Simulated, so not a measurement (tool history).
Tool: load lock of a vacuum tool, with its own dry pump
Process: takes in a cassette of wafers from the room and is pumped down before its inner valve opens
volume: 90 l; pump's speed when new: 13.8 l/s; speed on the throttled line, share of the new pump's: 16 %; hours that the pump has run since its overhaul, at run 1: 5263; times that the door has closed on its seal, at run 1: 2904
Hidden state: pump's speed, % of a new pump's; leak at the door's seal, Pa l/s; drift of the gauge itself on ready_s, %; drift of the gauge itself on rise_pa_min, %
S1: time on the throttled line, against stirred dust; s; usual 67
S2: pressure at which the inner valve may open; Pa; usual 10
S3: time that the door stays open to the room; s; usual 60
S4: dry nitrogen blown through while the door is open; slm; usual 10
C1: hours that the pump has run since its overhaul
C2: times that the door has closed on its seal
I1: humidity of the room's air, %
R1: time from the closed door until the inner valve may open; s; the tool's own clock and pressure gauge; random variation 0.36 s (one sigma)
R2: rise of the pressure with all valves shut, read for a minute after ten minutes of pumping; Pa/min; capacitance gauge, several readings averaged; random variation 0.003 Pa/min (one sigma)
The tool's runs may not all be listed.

run      day   S1  S2   S3  S4    C1     C2    I1     R1     R2
  1        0   67  10   60  10  5263   2904  46.8  117.7  0.044
  2    4.546   67  10   60  10  5372   3310  46.8    119  0.043
  3    7.233   67  12   60  10  5437   3549  43.1    117  0.042
  4   10.312   67  12   60  10  5511   3824  45.1    117  0.046
  5   15.271   67  12   60  10  5630   4267  42.1  117.8   0.05
  6   21.538   67  12   60  10  5780   4826    46  117.7  0.051
  7   27.167   67  12   60  10  5915   5328  47.6  116.9  0.055
  8   33.567   67  13   60  10  6069   5899    45    117  0.056
  9   37.938   67  13   60  10  6174   6289  44.4  116.5  0.056
 10   43.967   67  13   60  10  6318   6828    45  116.6  0.055
 11   48.525   67  10   60  10  6428   7234  46.1  118.7  0.059
 12   54.225   67  10   60  27  6565   7743  42.9  118.6  0.055
 13   57.133  110  10   60  10  6634   8002  46.4  154.9  0.068
 14   60.492   67  10   60  10  6715   8302  44.3  118.8  0.068
 15   65.233   67  10   60  10  6829   8725  45.8  118.9  0.077
 16    67.95   67  10   58   6  6894   8967  41.6  119.4  0.075
 17   72.079   42   8   64  29  6993   9336    43   99.9  0.061
 18   78.346   84   8   64   7  7143   9895  45.6  134.2  0.081
 19   82.512   44  11   60  10  7243  10267  47.7   99.5  0.082
 20     85.7   64  15  238  25  7320  10551  43.2  113.6  0.093
 21   91.767   67   9   60   8  7466  11093  45.6  119.9  0.087
 22   96.346   67  10   34  10  7575  11502  43.2  119.6  0.078
 23   99.354   67  10   34  10  7648  11770  45.5  119.1  0.077
 24  104.596   74  18   60   6  7773  12238  46.5  120.9  0.096
 25   110.15   36  11  167  29  7907  12734  45.2   92.6  0.087
 26  115.396   36  11  167  29  8033  13202  46.2   92.7  0.102
 27  118.454   65  10   30  10  8106  13475  44.9  117.5  0.086
 28  123.271   54   9   38  20  8222  13904  43.6  109.1  0.079
 29  128.429   54   9   38  20  8345  14365  47.5  109.1  0.094

5 ways to go on from here, each from the tool as it stands after run 29. What would each give?
  A  135.038   54   8  38   8  8504  14954  43.2   ?   ?
  B  135.038  105   9  38  20  8504  14954  43.6   ?   ?
  C  135.038   67  10  66   8  8504  14954  47.3   ?   ?
  D  135.038   52   8  38  13  8504  14954  46.1   ?   ?
  E  135.038   52   9  38  13  8504  14954  42.5   ?   ?

run     R1     R2
  A  110.5    0.1
  B  151.7    0.1
  C  119.5  0.111
  D  108.8  0.103
  E    108  0.093
Without the tool's hidden state the same runs would have given:
run     R1     R2
  A  107.4  0.023
  B  149.1  0.022
  C  116.6  0.035
  D  105.6  0.027
  E  104.8  0.016
